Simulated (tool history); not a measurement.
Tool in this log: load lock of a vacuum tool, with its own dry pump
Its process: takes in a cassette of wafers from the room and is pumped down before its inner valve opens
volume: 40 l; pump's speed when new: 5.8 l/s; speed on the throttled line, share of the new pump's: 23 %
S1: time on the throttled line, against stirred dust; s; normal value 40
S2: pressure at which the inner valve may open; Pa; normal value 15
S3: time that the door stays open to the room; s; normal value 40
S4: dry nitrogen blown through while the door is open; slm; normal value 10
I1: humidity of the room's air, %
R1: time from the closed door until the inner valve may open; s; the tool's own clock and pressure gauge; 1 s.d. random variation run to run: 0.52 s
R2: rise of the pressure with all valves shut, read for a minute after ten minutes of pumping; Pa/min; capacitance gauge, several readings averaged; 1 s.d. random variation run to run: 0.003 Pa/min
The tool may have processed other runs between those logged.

{"run": 1, "day": 0.0, "S1": 40, "S2": 15, "S3": 40, "S4": 10, "I1": 46.6, "R1": 92, "R2": 0.037}
{"run": 2, "day": 22.525, "S1": 40, "S2": 15, "S3": 40, "S4": 10, "I1": 45.1, "R1": 90.9, "R2": 0.033}
{"run": 3, "day": 32.921, "S1": 40, "S2": 15, "S3": 40, "S4": 10, "I1": 42.8, "R1": 91.9, "R2": 0.03}
{"run": 4, "day": 53.275, "S1": 40, "S2": 15, "S3": 40, "S4": 10, "I1": 42.5, "R1": 92.2, "R2": 0.03}
{"run": 5, "day": 66.196, "S1": 40, "S2": 15, "S3": 40, "S4": 10, "I1": 44.3, "R1": 92, "R2": 0.03}
{"run": 6, "day": 77.979, "S1": 40, "S2": 15, "S3": 40, "S4": 10, "I1": 45.5, "R1": 92.1, "R2": 0.031}
{"run": 7, "day": 95.858, "S1": 40, "S2": 15, "S3": 56, "S4": 10, "I1": 45, "R1": 91.6, "R2": 0.037}
{"run": 8, "day": 112.05, "S1": 40, "S2": 15, "S3": 56, "S4": 10, "I1": 45.6, "R1": 91.9, "R2": 0.04}
{"run": 9, "day": 127.683, "S1": 40, "S2": 15, "S3": 56, "S4": 10, "I1": 44.2, "R1": 92.9, "R2": 0.039}
{"run": 10, "day": 143.875, "S1": 37, "S2": 14, "S3": 105, "S4": 30, "I1": 42.9, "R1": 89.8, "R2": 0.025}
{"run": 11, "day": 163.896, "S1": 38, "S2": 15, "S3": 40, "S4": 13, "I1": 46.6, "R1": 90, "R2": 0.03}
{"run": 12, "day": 179.879, "S1": 64, "S2": 17, "S3": 40, "S4": 10, "I1": 43.8, "R1": 108.2, "R2": 0.032}

4 ways to go on from here, each from the tool as it stands after run 12. What would each give?
{"run": "A", "day": 192.662, "S1": 22, "S2": 17, "S3": 234, "S4": 10, "I1": 46.8, "R1": "?", "R2": "?"}
{"run": "B", "day": 192.662, "S1": 31, "S2": 15, "S3": 106, "S4": 10, "I1": 43.3, "R1": "?", "R2": "?"}
{"run": "C", "day": 192.662, "S1": 64, "S2": 22, "S3": 185, "S4": 10, "I1": 41.4, "R1": "?", "R2": "?"}
{"run": "D", "day": 192.662, "S1": 23, "S2": 15, "S3": 48, "S4": 8, "I1": 43.9, "R1": "?", "R2": "?"}

run=A R1=76.9 R2=0.076
run=B R1=84.7 R2=0.058
run=C R1=108.4 R2=0.058
run=D R1=79.1 R2=0.035
Had the tool no hidden state, the same runs would have come out as:
run=A R1=76.9 R2=0.075
run=B R1=84.7 R2=0.058
run=C R1=108.4 R2=0.058
run=D R1=79.1 R2=0.034
